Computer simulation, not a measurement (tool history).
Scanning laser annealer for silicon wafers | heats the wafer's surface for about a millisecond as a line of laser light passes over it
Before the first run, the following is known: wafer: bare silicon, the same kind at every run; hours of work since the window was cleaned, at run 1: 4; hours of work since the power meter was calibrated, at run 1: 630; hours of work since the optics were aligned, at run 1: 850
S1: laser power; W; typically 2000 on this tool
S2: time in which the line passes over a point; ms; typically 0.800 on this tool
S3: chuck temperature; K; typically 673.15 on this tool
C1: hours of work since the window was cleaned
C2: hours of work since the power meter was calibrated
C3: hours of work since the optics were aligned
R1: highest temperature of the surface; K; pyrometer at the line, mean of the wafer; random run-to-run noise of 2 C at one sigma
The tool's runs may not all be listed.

run 1 day=0.000 | S1=2000 S2=0.800 S3=673.15 | C1=4 C2=630 C3=850 | R1=1510.15
run 2 day=0.717 | S1=2000 S2=0.800 S3=672.15 | C1=18 C2=643 C3=863 | R1=1511.15
run 3 day=1.467 | S1=1768 S2=0.800 S3=673.15 | C1=32 C2=658 C3=878 | R1=1404.15
run 4 day=2.067 | S1=1768 S2=0.800 S3=673.15 | C1=44 C2=669 C3=889 | R1=1402.15
run 5 day=2.508 | S1=1768 S2=0.800 S3=673.15 | C1=52 C2=678 C3=898 | R1=1404.15
run 6 day=3.133 | S1=1755 S2=0.800 S3=673.15 | C1=64 C2=690 C3=910 | R1=1397.15
run 7 day=3.683 | S1=1755 S2=0.800 S3=673.15 | C1=75 C2=700 C3=920 | R1=1395.15
run 8 day=4.521 | S1=1755 S2=0.800 S3=673.15 | C1=91 C2=716 C3=936 | R1=1394.15
run 9 day=5.221 | S1=1755 S2=0.800 S3=638.15 | C1=104 C2=730 C3=950 | R1=1361.15
run 10 day=6.167 | S1=1755 S2=0.800 S3=638.15 | C1=122 C2=748 C3=968 | R1=1353.15
run 11 day=6.971 | S1=1755 S2=0.800 S3=638.15 | C1=138 C2=763 C3=983 | R1=1358.15
run 12 day=7.875 | S1=2000 S2=0.625 S3=673.15 | C1=155 C2=780 C3=1000 | R1=1409.15
run 13 day=8.662 | S1=2121 S2=0.625 S3=673.15 | C1=170 C2=795 C3=1015 | R1=1459.15
run 14 day=9.088 | S1=1957 S2=0.625 S3=673.15 | C1=178 C2=804 C3=1024 | R1=1392.15
run 15 day=9.508 | S1=1957 S2=0.625 S3=673.15 | C1=186 C2=812 C3=1032 | R1=1393.15
run 16 day=10.212 | S1=1957 S2=0.625 S3=673.15 | C1=200 C2=825 C3=1045 | R1=1391.15
run 17 day=11.167 | S1=2000 S2=0.800 S3=673.15 | C1=218 C2=843 C3=1063 | R1=1497.15
run 18 day=11.921 | S1=2000 S2=0.800 S3=673.15 | C1=232 C2=858 C3=1078 | R1=1499.15
run 19 day=12.638 | S1=2000 S2=0.800 S3=672.15 | C1=246 C2=871 C3=1092 | R1=1495.15
run 20 day=13.054 | S1=2000 S2=0.917 S3=672.15 | C1=254 C2=879 C3=1099 | R1=1551.15
run 21 day=13.692 | S1=2000 S2=0.650 S3=639.15 | C1=266 C2=892 C3=1112 | R1=1385.15
run 22 day=14.625 | S1=1968 S2=0.673 S3=673.15 | C1=284 C2=910 C3=1130 | R1=1416.15
run 23 day=15.275 | S1=1968 S2=0.673 S3=673.15 | C1=297 C2=922 C3=1142 | R1=1413.15
run 24 day=15.742 | S1=1968 S2=0.762 S3=668.15 | C1=306 C2=931 C3=1151 | R1=1456.15
run 25 day=16.338 | S1=1715 S2=0.769 S3=698.15 | C1=317 C2=942 C3=1162 | R1=1376.15
run 26 day=16.925 | S1=2187 S2=0.577 S3=673.15 | C1=328 C2=954 C3=1174 | R1=1447.15
run 27 day=17.400 | S1=2000 S2=0.800 S3=701.15 | C1=337 C2=963 C3=1183 | R1=1520.15
-- day=18.242 optics aligned, line set to its width
run 28 day=18.242 | S1=2000 S2=0.800 S3=701.15 | C1=349 C2=975 C3=0 | R1=1530.15
run 29 day=19.092 | S1=2000 S2=0.800 S3=655.15 | C1=366 C2=991 C3=16 | R1=1484.15
run 30 day=20.017 | S1=2000 S2=0.800 S3=655.15 | C1=384 C2=1009 C3=34 | R1=1482.15
run 31 day=20.833 | S1=1768 S2=0.800 S3=677.15 | C1=399 C2=1024 C3=50 | R1=1397.15
run 32 day=21.525 | S1=2000 S2=0.586 S3=635.15 | C1=412 C2=1038 C3=63 | R1=1347.15
run 33 day=22.471 | S1=1963 S2=0.970 S3=649.15 | C1=430 C2=1056 C3=81 | R1=1534.15
run 34 day=22.921 | S1=1782 S2=0.825 S3=649.15 | C1=439 C2=1064 C3=90 | R1=1385.15
run 35 day=23.862 | S1=1782 S2=0.825 S3=649.15 | C1=457 C2=1082 C3=108 | R1=1384.15
run 36 day=24.333 | S1=1782 S2=0.721 S3=649.15 | C1=466 C2=1091 C3=117 | R1=1337.15
run 37 day=25.142 | S1=1782 S2=0.721 S3=649.15 | C1=482 C2=1107 C3=132 | R1=1335.15
run 38 day=25.800 | S1=1934 S2=0.610 S3=667.15 | C1=494 C2=1120 C3=145 | R1=1360.15
run 39 day=26.433 | S1=2197 S2=0.610 S3=667.15 | C1=506 C2=1132 C3=157 | R1=1468.15
run 40 day=27.229 | S1=1872 S2=0.610 S3=705.15 | C1=522 C2=1147 C3=172 | R1=1373.15

How would selected steps in R1 from run to run divide? Give the signed amount a tool lacking its hidden state would still show from settings, what came in and random variation, and the signed amount left for the hidden state, including any gauge scatter that is not in both of the compared results.
Hidden conditions of the tool in this case: light that passes the window, % of a clean one's; laser's true power over the reading, %; width of the line over the set one, %; drift of the gauge itself on peak_c, C.
Run 16 -> 17: S1 1957 -> 2000, S2 0.625 -> 0.800. R1 +106.00 K: hidden state -5.00, all else +111.00.
Run 20 -> 21: S2 0.917 -> 0.650, S3 672.15 -> 639.15. R1 -166.00 K: hidden state +3.00, all else -169.00.
Run 27 -> 28: optics aligned, line set to its width. R1 +10.00 K: hidden state +11.00, all else -1.00.
Run 32 -> 33: S1 2000 -> 1963, S2 0.586 -> 0.970, S3 635.15 -> 649.15. R1 +187.00 K: hidden state -6.00, all else +193.00.
Run 33 -> 34: S1 1963 -> 1782, S2 0.970 -> 0.825. R1 -149.00 K: hidden state +3.00, all else -152.00.
